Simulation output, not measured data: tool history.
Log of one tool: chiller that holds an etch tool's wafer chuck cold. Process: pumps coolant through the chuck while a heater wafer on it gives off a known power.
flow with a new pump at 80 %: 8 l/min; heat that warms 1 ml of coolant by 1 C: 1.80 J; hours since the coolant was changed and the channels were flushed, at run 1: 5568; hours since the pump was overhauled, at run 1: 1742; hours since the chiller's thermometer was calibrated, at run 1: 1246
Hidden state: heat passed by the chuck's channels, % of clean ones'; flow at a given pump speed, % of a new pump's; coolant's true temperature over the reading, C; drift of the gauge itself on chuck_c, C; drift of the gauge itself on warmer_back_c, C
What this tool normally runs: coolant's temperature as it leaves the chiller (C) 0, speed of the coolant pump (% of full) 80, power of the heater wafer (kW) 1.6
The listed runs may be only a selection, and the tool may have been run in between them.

run   hour  coolant's temperature as it leaves the chiller (C)  speed of the coolant pump (% of full)  power of the heater wafer (kW)  hours since the coolant was changed and the channels were flushed  hours since the pump was overhauled  hours since the chiller's thermometer was calibrated  chuck's temperature once it has settled (C)  how much warmer the coolant comes back (C)
  1      0                                                   0                                     80                             1.6                                                               5568                                 1742                                                  1246                                         14.7                                        6.92
  2   20.3                                                   0                                     80                             1.6                                                               5589                                 1762                                                  1267                                         14.4                                         6.9
  3   45.6                                                   0                                     80                             1.6                                                               5614                                 1787                                                  1292                                         14.6                                        6.88
  4   75.8                                                   8                                     80                             1.6                                                               5644                                 1818                                                  1322                                         22.5                                        6.91
  5  101.9                                                   8                                     80                             1.6                                                               5670                                 1844                                                  1348                                         22.8                                         6.8
  6  129.6                                                   0                                     80                             1.6                                                               5698                                 1871                                                  1376                                         14.6                                        6.84
  7  151.9                                                   0                                     80                             1.6                                                               5720                                 1894                                                  1398                                         14.6                                         6.8
  8    191                                                   0                                     80                           1.109                                                               5759                                 1933                                                  1437                                         10.1                                        4.73
  9  218.9                                                   0                                     80                           1.109                                                               5787                                 1961                                                  1465                                         10.2                                         4.8
 10  259.9                                                   0                                     80                           1.109                                                               5828                                 2002                                                  1506                                         10.4                                        4.82
 11  282.8                                                   0                                     80                           1.109                                                               5851                                 2024                                                  1529                                         10.4                                        4.76
 12  316.9                                                   0                                     80                             1.6                                                               5885                                 2059                                                  1563                                         14.8                                        6.88
 13  344.2                                                   0                                     80                             1.6                                                               5913                                 2086                                                  1591                                         14.7                                        6.84
 14  385.2                                                   0                                     80                             1.6                                                               5954                                 2127                                                  1631                                         14.9                                        6.87
 15    403                                                   0                                     80                             1.6                                                               5971                                 2145                                                  1649                                         14.9                                        6.83
 16  426.3                                                   0                                     80                             1.6                                                               5995                                 2168                                                  1673                                           15                                        6.93
 17  468.9                                                   0                                     78                             1.6                                                               6037                                 2211                                                  1715                                         15.2                                        7.03
 18  487.5                                                  -4                                     92                           0.819                                                               6056                                 2229                                                  1734                                          2.8                                        3.07
 19    514                                                   1                                     87                             1.6                                                               6082                                 2256                                                  1760                                         14.9                                        6.36
 20  557.3                                                   1                                     68                           1.453                                                               6126                                 2299                                                  1804                                         16.6                                        7.39
 21  578.4                                                   1                                     71                           1.591                                                               6147                                 2320                                                  1825                                         17.3                                        7.75
 22  597.5                                                  -4                                     68                           1.269                                                               6166                                 2339                                                  1844                                          9.6                                        6.48
 23  626.5                                                   0                                     78                           1.427                                                               6195                                 2368                                                  1873                                         13.7                                        6.33
 24  645.4                                                   5                                     62                           0.808                                                               6214                                 2387                                                  1892                                         14.2                                        4.49
 25  677.4                                                  -2                                     86                           2.286                                                               6246                                 2419                                                  1924                                         18.2                                        9.25
 26  715.7                                                  -2                                     86                           2.286                                                               6284                                 2457                                                  1962                                         18.3                                         9.2
 27  744.7                                                  -2                                     86                           2.286                                                               6313                                 2486                                                  1991                                         18.5                                        9.22
 28  779.6                                                   0                                     94                           1.742                                                               6348                                 2521                                                  2026                                         14.6                                        6.45
 29  815.7                                                  -3                                     99                             1.6                                                               6384                                 2557                                                  2062                                          9.7                                         5.6
 30  847.4                                                  -1                                     64                            1.72                                                               6416                                 2589                                                  2094                                         18.4                                        9.34
 31  873.4                                                   8                                     64                           1.662                                                               6442                                 2615                                                  2120                                         26.7                                         9.1

Measured less the same run without the tool's hidden state. The same run-to-run variation is in both; the gauge's scatter may not be:
run  chuck's temperature once it has settled (C)  how much warmer the coolant comes back (C)
  1                                         +2.1                                       +0.19
  2                                         +2.1                                       +0.19
  3                                         +2.2                                       +0.19
  4                                         +2.2                                        +0.2
  5                                         +2.2                                       +0.21
  6                                         +2.2                                        +0.2
  7                                         +2.2                                       +0.21
  8                                         +1.6                                       +0.15
  9                                         +1.6                                       +0.15
 10                                         +1.6                                       +0.16
 11                                         +1.6                                       +0.16
 12                                         +2.3                                       +0.23
 13                                         +2.3                                       +0.24
 14                                         +2.3                                       +0.25
 15                                         +2.4                                       +0.25
 16                                         +2.4                                       +0.25
 17                                         +2.5                                       +0.26
 18                                         +1.1                                       +0.12
 19                                         +2.4                                       +0.24
 20                                         +2.5                                       +0.29
 21                                         +2.7                                       +0.31
 22                                         +2.2                                       +0.26
 23                                         +2.3                                       +0.25
 24                                         +1.5                                       +0.19
 25                                         +3.5                                       +0.38
 26                                         +3.5                                       +0.39
 27                                         +3.6                                        +0.4
 28                                         +2.6                                       +0.28
 29                                         +2.2                                       +0.25
 30                                         +3.4                                       +0.42
 31                                         +3.3                                       +0.42
